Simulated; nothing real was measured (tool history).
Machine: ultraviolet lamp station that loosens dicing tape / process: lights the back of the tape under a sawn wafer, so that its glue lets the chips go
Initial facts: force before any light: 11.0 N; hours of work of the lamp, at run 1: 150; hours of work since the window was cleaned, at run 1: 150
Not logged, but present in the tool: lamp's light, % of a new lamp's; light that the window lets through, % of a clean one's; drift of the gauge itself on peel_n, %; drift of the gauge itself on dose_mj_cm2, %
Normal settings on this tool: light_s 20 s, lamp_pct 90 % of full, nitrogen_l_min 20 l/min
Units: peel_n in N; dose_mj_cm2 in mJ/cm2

run	day	light_s	lamp_pct	nitrogen_l_min	hours of work of the lamp	hours of work since the window was cleaned	peel_n	dose_mj_cm2
1	0.000	20	90	20	150	150	1.055	447
2	0.275	20	90	20	154	154	1.024	444
3	0.583	20	90	20	158	158	1.072	445
4	0.875	20	90	20	162	162	1.045	448
5	1.233	14	90	20	167	167	2.022	311
6	1.504	26	90	20	171	171	0.599	576
7	1.925	26	90	20	177	177	0.582	587

Run 8 comes next. What will it give?
8	2.342	26	90	20	183	183	?	?

{"run 8": {"peel_n": 0.593, "dose_mj_cm2": 572}}
The same run, on a tool lacking any hidden state, would have yielded peel_n 0.471 N, dose_mj_cm2 634 mJ/cm2.
